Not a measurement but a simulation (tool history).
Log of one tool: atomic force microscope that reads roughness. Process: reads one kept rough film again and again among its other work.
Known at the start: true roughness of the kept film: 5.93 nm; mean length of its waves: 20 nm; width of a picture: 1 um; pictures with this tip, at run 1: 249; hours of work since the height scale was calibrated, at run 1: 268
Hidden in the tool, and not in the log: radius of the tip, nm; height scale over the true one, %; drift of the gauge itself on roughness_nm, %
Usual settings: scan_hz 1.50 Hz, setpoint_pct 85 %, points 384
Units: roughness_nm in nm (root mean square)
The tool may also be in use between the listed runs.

run	day	scan_hz	setpoint_pct	points	pictures with this tip	hours of work since the height scale was calibrated	roughness_nm
1	0.000	1.50	85	384	249	268	4.005
2	1.500	1.50	85	384	337	297	3.961
# day 2.029: new tip fitted
3	2.488	1.50	85	384	27	315	3.990
4	4.225	1.50	85	384	130	348	4.017
5	5.421	1.50	85	384	201	371	3.963
6	6.583	0.61	85	384	269	393	4.271
7	7.550	0.61	85	384	327	411	4.271
# day 8.262: new tip fitted
8	8.629	1.56	85	384	22	431	3.996
9	10.071	1.56	85	384	107	459	4.009
10	11.558	0.94	85	384	195	487	4.158
11	12.542	0.78	85	384	253	506	4.222
12	13.954	1.50	85	384	337	533	3.975
# day 14.512: new tip fitted
13	15.579	1.50	57	384	64	563	4.389
14	17.329	1.50	57	384	167	596	4.365
15	18.788	1.50	57	384	253	624	4.361
16	19.925	1.50	66	384	320	646	4.302
# day 20.750: new tip fitted
17	20.788	1.50	66	384	2	662	4.297
18	21.688	1.50	66	384	55	679	4.290
19	22.996	1.50	78	384	133	703	4.126
20	24.396	1.50	78	384	215	730	4.148
21	25.721	1.50	78	384	294	755	4.139
# day 27.058: new tip fitted
22	27.154	0.95	78	384	6	782	4.270
23	28.146	1.50	85	384	65	801	4.037
24	29.179	1.50	85	384	126	820	3.979
25	30.354	1.50	72	384	195	843	4.205
26	31.150	1.50	72	384	242	858	4.228
27	32.671	1.50	72	384	332	887	4.221
# day 33.412: new tip fitted
28	33.429	0.90	75	867	1	901	4.409
29	34.558	0.90	75	478	67	922	4.330
30	36.267	0.61	74	480	168	955	4.405
31	37.996	0.77	74	480	270	987	4.356
32	39.183	0.77	74	480	341	1010	4.344
# day 39.646: new tip fitted
33	40.183	1.58	57	681	32	1029	4.419
34	40.958	1.50	85	603	77	1043	4.050
35	42.479	1.50	85	603	167	1072	4.015
36	44.133	1.68	85	676	265	1104	3.997
37	45.738	1.68	85	676	360	1134	3.969
# day 45.988: new tip fitted
38	47.138	1.68	85	676	68	1160	3.974
39	48.671	1.68	85	676	159	1189	4.025
40	49.604	1.68	85	730	214	1207	4.002
41	50.458	2.20	85	976	264	1223	3.852
42	52.038	0.56	85	541	358	1253	4.298
# day 52.208: new tip fitted
43	52.933	2.51	59	682	42	1270	4.319
44	54.125	1.03	85	384	113	1292	4.184
45	55.029	1.08	88	930	166	1310	4.120
46	56.038	1.50	80	712	226	1329	4.133
47	56.754	0.88	59	271	268	1342	4.321
48	57.958	0.61	77	273	339	1365	4.269
# day 58.454: new tip fitted
49	59.592	0.61	57	257	67	1396	4.338
50	60.462	0.61	57	257	118	1412	4.397
51	61.362	1.42	65	494	171	1429	4.341

Some steps in roughness_nm between neighbouring runs. How much of each would the tool show without its hidden state too (settings, what came in, random variation), and how much is left for the hidden state, with any gauge scatter that isn't in both results?
Run 2 -> 3: new tip fitted. roughness_nm +0.029 nm (root mean square): hidden state +0.023, all else +0.006.
Run 12 -> 13: setpoint_pct 85 -> 57, new tip fitted. roughness_nm +0.414 nm (root mean square): hidden state +0.019, all else +0.395.
Run 16 -> 17: new tip fitted. roughness_nm -0.005 nm (root mean square): hidden state +0.023, all else -0.028.
Run 32 -> 33: scan_hz 0.77 -> 1.58, setpoint_pct 74 -> 57, points 480 -> 681, new tip fitted. roughness_nm +0.075 nm (root mean square): hidden state +0.024, all else +0.051.
Run 33 -> 34: scan_hz 1.58 -> 1.50, setpoint_pct 57 -> 85, points 681 -> 603. roughness_nm -0.369 nm (root mean square): hidden state -0.003, all else -0.366.
Run 41 -> 42: scan_hz 2.20 -> 0.56, points 976 -> 541. roughness_nm +0.446 nm (root mean square): hidden state -0.008, all else +0.454.
